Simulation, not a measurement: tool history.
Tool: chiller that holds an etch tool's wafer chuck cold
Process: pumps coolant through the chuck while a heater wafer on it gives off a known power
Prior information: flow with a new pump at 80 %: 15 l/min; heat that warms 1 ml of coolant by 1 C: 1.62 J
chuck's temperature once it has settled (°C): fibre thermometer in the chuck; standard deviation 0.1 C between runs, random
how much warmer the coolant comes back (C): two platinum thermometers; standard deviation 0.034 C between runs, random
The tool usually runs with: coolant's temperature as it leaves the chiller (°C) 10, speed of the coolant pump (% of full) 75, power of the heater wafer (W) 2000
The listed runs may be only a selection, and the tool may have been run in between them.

run   hour  coolant's temperature as it leaves the chiller (°C)  speed of the coolant pump (% of full)  power of the heater wafer (W)  chuck's temperature once it has settled (°C)  how much warmer the coolant comes back (C)
  1    0.0                                                   10                                     75                           2000                                          22.7                                        5.26
  2   28.5                                                   10                                     75                           2000                                          22.9                                        5.22
  3   55.5                                                   10                                     75                           2000                                          22.7                                        5.25
  4  107.3                                                   10                                     75                           2000                                          22.7                                        5.28
  5  156.1                                                   10                                     75                           2768                                          27.7                                        7.32
  6  194.9                                                    6                                     66                           1786                                          18.6                                        5.35
  7  217.8                                                    6                                     66                           1786                                          18.6                                        5.27
  8  241.6                                                    1                                     89                           2336                                          14.4                                        5.08
  9  281.8                                                   17                                     69                           1875                                          29.7                                        5.32
 10  315.5                                                    3                                     87                           1875                                          14.0                                        4.16

Branching from run 10: 5 alternative next runs. What would each branch give?
  A  357.7                                                   18                                     60                           1037                                             ?                                           ?
  B  357.7                                                   10                                     85                           2000                                             ?                                           ?
  C  357.7                                                    3                                     73                           1875                                             ?                                           ?
  D  357.7                                                   10                                     75                           1466                                             ?                                           ?
  E  357.7                                                    6                                    100                           1590                                             ?                                           ?

run  chuck's temperature once it has settled (°C)  how much warmer the coolant comes back (C)
  A                                          25.7                                        3.39
  B                                          21.9                                        4.61
  C                                          15.3                                        5.01
  D                                          19.5                                        3.84
  E                                          14.5                                        2.97
Take away the tool's hidden state, keep each run's random variation, and the runs would have read:
run  chuck's temperature once it has settled (°C)  how much warmer the coolant comes back (C)
  A                                          25.7                                        3.50
  B                                          21.8                                        4.72
  C                                          15.3                                        5.13
  D                                          19.5                                        3.96
  E                                          14.5                                        3.09
